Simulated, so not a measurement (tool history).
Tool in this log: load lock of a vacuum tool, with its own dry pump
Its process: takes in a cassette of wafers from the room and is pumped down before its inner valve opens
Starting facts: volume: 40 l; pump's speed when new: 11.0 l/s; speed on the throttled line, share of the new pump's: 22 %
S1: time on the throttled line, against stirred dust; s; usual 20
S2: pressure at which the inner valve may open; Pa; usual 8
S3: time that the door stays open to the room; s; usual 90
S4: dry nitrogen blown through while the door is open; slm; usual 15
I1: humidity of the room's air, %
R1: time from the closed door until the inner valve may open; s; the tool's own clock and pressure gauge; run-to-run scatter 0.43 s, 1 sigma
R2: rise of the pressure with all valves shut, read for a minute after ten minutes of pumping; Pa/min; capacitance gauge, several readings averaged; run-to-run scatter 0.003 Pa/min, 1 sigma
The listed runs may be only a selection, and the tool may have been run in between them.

run,day,S1,S2,S3,S4,I1,R1,R2
1,0,20,8,90,15,49,54.6,0.083
2,5.996,20,8,90,15,47,54.9,0.08
3,13.725,20,8,90,15,43.2,55.6,0.089
4,20.258,20,8,90,15,46,55.3,0.092
5,23.896,20,8,90,15,43.8,54.1,0.088
6,28.517,20,8,90,15,45.9,56.2,0.096
7,31.933,20,11,90,15,42.7,53.9,0.095
8,38.2,20,8,90,15,49.1,56.1,0.107
9,42.717,20,13,90,15,42.9,53.2,0.102
10,50.571,20,13,90,15,45.3,53.5,0.11
11,54.975,20,13,118,15,48.2,53.7,0.123
12,59.008,12,11,27,22,47.8,48.2,0.094
13,66.308,12,11,27,22,44.4,48.5,0.099
14,70.262,20,7,90,15,45.5,56.6,0.12
15,77.958,14,12,35,7,44.4,50,0.122
16,84.354,32,12,35,7,45.9,63.7,0.13
17,89.721,32,12,35,7,44,63.9,0.129
18,94.788,32,12,31,7,44.9,63.4,0.138
19,98.625,32,12,31,7,43.4,64,0.141
20,103.617,20,8,27,44,43.2,57,0.122

Predict each of these 5 candidate next runs independently; none follows another, all start after run 20:
A,107.438,20,7,136,18,41.5,?,?
B,107.438,15,7,90,15,44.5,?,?
C,107.438,26,8,27,44,46,?,?
D,107.438,14,8,34,36,44.8,?,?
E,107.438,14,8,136,15,43.4,?,?

run,R1,R2
A,58.5,0.167
B,54.9,0.164
C,61.9,0.13
D,52.6,0.137
E,52.5,0.171
The same runs, with their run-to-run variation unchanged, on a tool lacking any hidden condition would have given:
run,R1,R2
A,51.6,0.052
B,47.8,0.048
C,55.5,0.015
D,45.5,0.021
E,45.5,0.056

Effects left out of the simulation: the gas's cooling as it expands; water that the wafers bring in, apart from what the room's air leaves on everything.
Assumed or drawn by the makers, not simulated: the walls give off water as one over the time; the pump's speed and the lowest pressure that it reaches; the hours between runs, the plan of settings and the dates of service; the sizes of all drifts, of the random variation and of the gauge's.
